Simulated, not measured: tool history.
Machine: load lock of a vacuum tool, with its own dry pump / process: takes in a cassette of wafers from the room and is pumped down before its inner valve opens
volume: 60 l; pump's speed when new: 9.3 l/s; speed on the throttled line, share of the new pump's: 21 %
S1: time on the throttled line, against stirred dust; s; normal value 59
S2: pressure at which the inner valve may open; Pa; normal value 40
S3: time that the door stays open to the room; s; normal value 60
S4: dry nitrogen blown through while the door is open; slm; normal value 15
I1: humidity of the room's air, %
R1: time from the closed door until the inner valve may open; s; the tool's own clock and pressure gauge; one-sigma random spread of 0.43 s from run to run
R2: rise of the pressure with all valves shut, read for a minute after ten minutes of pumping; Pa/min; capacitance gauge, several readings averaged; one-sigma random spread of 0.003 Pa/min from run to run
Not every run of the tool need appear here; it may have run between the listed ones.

run      day   S1  S2   S3  S4    I1     R1     R2
  1    0.000   59  40   60  15  43.0   97.6  0.012
  2    4.767  101  40   60  15  46.3  130.4  0.020
  3   12.533  101  40   60  15  44.7  130.2  0.018
  4   17.938   59  40   60  15  45.1   97.1  0.016
  5   24.046   59  40   45  15  43.4   97.3  0.017
  6   31.675   59  40   45  15  47.1   97.9  0.013
  7   39.904   59  48   45  15  43.1   95.8  0.011
  8   45.529   59  40   60  15  49.6   97.2  0.011
  9   49.308   59  40   60  15  44.6   97.1  0.015
 10   52.996   59  40   60  15  46.8   96.8  0.017
 11   59.862   59  40   60  15  42.8   97.5  0.019
 12   67.700   59  40   60  20  44.9   98.2  0.014
 13   72.838   59  40   60   8  48.2   97.1  0.021
 14   79.021   59  40   60  15  41.9   97.7  0.014
 15   85.888   59  40   60  15  45.9   97.9  0.020
 16   93.217   59  40   60  15  50.6   96.9  0.014
 17  101.888   59  40   60  12  45.3   98.0  0.017
 18  107.829   68  40   60  12  45.0  103.9  0.018
 19  112.629   68  62   60  12  42.5  101.6  0.016
 20  119.229   68  62   60  12  42.3  102.0  0.017
 21  125.929   68  43   60   4  42.5  104.0  0.027
 22  132.954   68  43   60   4  45.4  103.9  0.024
 23  138.583   59  49   55  28  44.9   95.5  0.015
 24  143.817   47  55   94  32  45.3   85.1  0.018
 25  152.533   47  68  105  19  47.3   84.3  0.018
 26  161.079   50  54  113  13  48.9   88.5  0.024
 27  169.388   48  54   69  18  39.4   86.7  0.016
 28  173.188   45  54   42  15  43.1   84.9  0.016
 29  179.708   45  54   42  15  45.2   84.1  0.011
 30  186.479   44  71   60  24  44.8   81.9  0.013
 31  191.312   44  71   60  24  46.2   81.7  0.012
 32  195.754   44  71   60  24  43.2   82.1  0.011
 33  199.933   81  35   51  15  46.6  115.6  0.009
 34  205.029   81  35   51   6  46.2  115.8  0.023
 35  210.092   59  53   60   7  43.8   95.2  0.018
 36  218.429   62  64   60   8  43.5   97.0  0.025

Branching from run 36: 5 alternative next runs. What would each branch give?
  A  225.142  51  40   60  41  43.6   ?   ?
  B  225.142  62  35  192   8  43.9   ?   ?
  C  225.142  59  40   76  15  46.7   ?   ?
  D  225.142  62  64   30  10  42.5   ?   ?
  E  225.142  59  35   60  15  42.2   ?   ?

run     R1     R2
  A   90.9  0.014
  B  101.2  0.031
  C   97.8  0.017
  D   97.8  0.008
  E   98.5  0.014
With the hidden condition removed and each run's random variation left untouched, the same runs would have given:
run     R1     R2
  A   90.8  0.014
  B  101.1  0.030
  C   97.7  0.016
  D   97.7  0.008
  E   98.3  0.013
